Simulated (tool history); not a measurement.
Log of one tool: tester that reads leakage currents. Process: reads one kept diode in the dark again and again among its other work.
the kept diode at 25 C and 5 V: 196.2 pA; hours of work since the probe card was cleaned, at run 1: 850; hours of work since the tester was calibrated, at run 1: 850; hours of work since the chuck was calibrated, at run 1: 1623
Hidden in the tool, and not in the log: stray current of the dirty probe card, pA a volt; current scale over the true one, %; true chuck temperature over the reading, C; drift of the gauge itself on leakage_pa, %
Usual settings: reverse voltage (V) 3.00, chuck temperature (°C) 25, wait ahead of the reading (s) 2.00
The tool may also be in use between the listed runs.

run	day	reverse voltage (V)	chuck temperature (°C)	wait ahead of the reading (s)	hours of work since the probe card was cleaned	hours of work since the tester was calibrated	hours of work since the chuck was calibrated	current that the tester gives (pA)
1	0.000	3.00	25	2.00	850	850	1623	186.10
2	1.408	3.00	25	2.00	875	875	1649	185.93
3	2.550	3.00	25	2.00	895	895	1669	185.77
4	3.538	3.00	25	2.00	913	913	1687	185.57
5	4.667	10.68	25	2.00	934	934	1707	321.59
6	5.600	10.68	25	2.00	950	950	1724	321.28
# day 5.833: probe card cleaned and baked
7	6.975	10.68	25	2.00	21	973	1747	325.79
8	8.742	10.68	25	2.00	52	1005	1778	324.25
9	9.529	4.23	25	2.00	66	1019	1792	218.78
10	10.529	4.23	32	2.28	84	1037	1810	396.92
11	11.708	3.16	28	2.00	106	1058	1832	250.31
12	13.221	18.85	41	3.95	133	1085	1859	1559.40

4 ways to go on from here, each from the tool as it stands after run 12. What would each give?
A	14.875	3.00	42	2.00	163	1115	1889	?
B	14.875	17.14	25	2.00	163	1115	1889	?
C	14.875	11.74	25	1.19	163	1115	1889	?
D	14.875	18.85	41	0.47	163	1115	1889	?

run	current that the tester gives (pA)
A	784.09
B	403.81
C	340.90
D	1573.71
Without the tool's hidden state the same runs would have given:
run	current that the tester gives (pA)
A	672.79
B	330.37
C	280.94
D	1341.63

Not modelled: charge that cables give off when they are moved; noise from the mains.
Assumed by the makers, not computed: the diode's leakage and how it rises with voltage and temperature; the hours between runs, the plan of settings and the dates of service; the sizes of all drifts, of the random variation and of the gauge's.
